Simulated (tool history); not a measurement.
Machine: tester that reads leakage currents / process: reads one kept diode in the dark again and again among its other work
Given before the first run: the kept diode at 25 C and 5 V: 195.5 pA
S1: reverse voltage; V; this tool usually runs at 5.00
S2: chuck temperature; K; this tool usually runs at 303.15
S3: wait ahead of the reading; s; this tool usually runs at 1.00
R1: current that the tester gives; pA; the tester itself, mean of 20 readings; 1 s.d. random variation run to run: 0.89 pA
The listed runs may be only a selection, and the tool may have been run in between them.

{"run": 1, "hour": 0.0, "S1": 5.0, "S2": 303.15, "S3": 1.0, "R1": 314.09}
{"run": 2, "hour": 21.5, "S1": 5.0, "S2": 303.15, "S3": 1.97, "R1": 314.43}
{"run": 3, "hour": 60.1, "S1": 5.0, "S2": 303.15, "S3": 1.97, "R1": 314.02}
{"run": 4, "hour": 80.8, "S1": 5.0, "S2": 303.15, "S3": 1.0, "R1": 314.32}
{"run": 5, "hour": 115.0, "S1": 5.0, "S2": 303.15, "S3": 4.23, "R1": 314.62}
{"run": 6, "hour": 148.8, "S1": 14.39, "S2": 303.15, "S3": 1.0, "R1": 440.02}
{"run": 7, "hour": 172.7, "S1": 5.0, "S2": 303.15, "S3": 8.14, "R1": 313.67}
{"run": 8, "hour": 211.3, "S1": 5.0, "S2": 303.15, "S3": 7.62, "R1": 314.2}
{"run": 9, "hour": 238.9, "S1": 5.0, "S2": 303.15, "S3": 7.62, "R1": 315.29}
{"run": 10, "hour": 281.3, "S1": 5.0, "S2": 303.15, "S3": 1.0, "R1": 316.14}
{"run": 11, "hour": 305.1, "S1": 5.0, "S2": 303.15, "S3": 1.0, "R1": 316.75}
{"hour": 310.2, "done": "chuck's temperature calibrated"}
{"run": 12, "hour": 340.6, "S1": 5.0, "S2": 303.15, "S3": 1.0, "R1": 319.99}
{"run": 13, "hour": 380.2, "S1": 5.0, "S2": 303.15, "S3": 1.0, "R1": 320.54}
{"run": 14, "hour": 424.7, "S1": 5.0, "S2": 303.15, "S3": 1.0, "R1": 321.28}
{"run": 15, "hour": 463.2, "S1": 5.0, "S2": 313.15, "S3": 1.0, "R1": 704.36}
{"run": 16, "hour": 485.5, "S1": 5.0, "S2": 313.15, "S3": 1.0, "R1": 706.11}
{"run": 17, "hour": 518.3, "S1": 5.0, "S2": 303.15, "S3": 0.45, "R1": 323.81}
{"run": 18, "hour": 537.4, "S1": 5.0, "S2": 303.15, "S3": 0.45, "R1": 322.86}
{"hour": 573.5, "done": "chuck's temperature calibrated, once more"}
{"run": 19, "hour": 580.0, "S1": 5.0, "S2": 303.15, "S3": 0.45, "R1": 300.98}
{"run": 20, "hour": 610.8, "S1": 5.0, "S2": 303.15, "S3": 0.45, "R1": 301.97}
{"run": 21, "hour": 643.8, "S1": 1.52, "S2": 331.15, "S3": 0.45, "R1": 1671.2}
{"run": 22, "hour": 668.6, "S1": 1.52, "S2": 331.15, "S3": 0.45, "R1": 1675.75}
{"run": 23, "hour": 694.9, "S1": 3.39, "S2": 331.15, "S3": 4.75, "R1": 2166.96}
{"run": 24, "hour": 720.4, "S1": 17.88, "S2": 309.15, "S3": 4.13, "R1": 726.6}
{"run": 25, "hour": 752.2, "S1": 17.88, "S2": 306.15, "S3": 6.3, "R1": 576.31}
{"run": 26, "hour": 782.3, "S1": 17.88, "S2": 306.15, "S3": 6.3, "R1": 572.3}
{"run": 27, "hour": 825.6, "S1": 2.25, "S2": 296.15, "S3": 5.1, "R1": 130.15}
{"run": 28, "hour": 861.2, "S1": 2.25, "S2": 313.15, "S3": 5.1, "R1": 516.29}
{"run": 29, "hour": 881.6, "S1": 1.11, "S2": 303.15, "S3": 0.36, "R1": 188.63}
{"run": 30, "hour": 909.8, "S1": 1.17, "S2": 332.15, "S3": 3.49, "R1": 1651.12}
{"run": 31, "hour": 936.9, "S1": 1.17, "S2": 332.15, "S3": 3.49, "R1": 1654.19}
{"run": 32, "hour": 970.3, "S1": 1.74, "S2": 330.15, "S3": 9.81, "R1": 1635.27}
{"run": 33, "hour": 992.6, "S1": 2.24, "S2": 311.15, "S3": 1.27, "R1": 443.5}
{"run": 34, "hour": 1027.4, "S1": 5.0, "S2": 303.15, "S3": 0.49, "R1": 302.14}
{"run": 35, "hour": 1064.1, "S1": 5.0, "S2": 305.15, "S3": 1.01, "R1": 357.91}
{"run": 36, "hour": 1104.6, "S1": 1.76, "S2": 332.15, "S3": 5.6, "R1": 1895.1}
{"run": 37, "hour": 1146.9, "S1": 1.76, "S2": 310.15, "S3": 0.89, "R1": 380.56}
{"run": 38, "hour": 1182.6, "S1": 5.04, "S2": 318.15, "S3": 1.05, "R1": 977.92}
{"run": 39, "hour": 1227.9, "S1": 2.48, "S2": 311.15, "S3": 1.97, "R1": 460.84}
{"run": 40, "hour": 1265.8, "S1": 7.24, "S2": 314.15, "S3": 0.99, "R1": 816.75}

Results per run with the tool's hidden condition removed, run-to-run variation unchanged:
What the log doesn't record here: stray current of the dirty probe card, pA a volt; current scale over the true one, %; true chuck temperature over the reading, C; drift of the gauge itself on leakage_pa, %.
run=1 R1=296.69
run=2 R1=296.86
run=3 R1=296.23
run=4 R1=296.39
run=5 R1=296.44
run=6 R1=414.16
run=7 R1=295.20
run=8 R1=295.46
run=9 R1=296.31
run=10 R1=296.86
run=11 R1=297.29
run=12 R1=296.35
run=13 R1=296.62
run=14 R1=297.01
run=15 R1=653.67
run=16 R1=655.02
run=17 R1=298.80
run=18 R1=297.80
run=19 R1=297.67
run=20 R1=298.45
run=21 R1=1652.46
run=22 R1=1656.20
run=23 R1=2140.60
run=24 R1=715.93
run=25 R1=567.09
run=26 R1=562.78
run=27 R1=128.02
run=28 R1=508.22
run=29 R1=185.54
run=30 R1=1624.87
run=31 R1=1627.15
run=32 R1=1607.53
run=33 R1=435.41
run=34 R1=295.96
run=35 R1=350.42
run=36 R1=1858.60
run=37 R1=372.49
run=38 R1=956.73
run=39 R1=450.32
run=40 R1=797.25
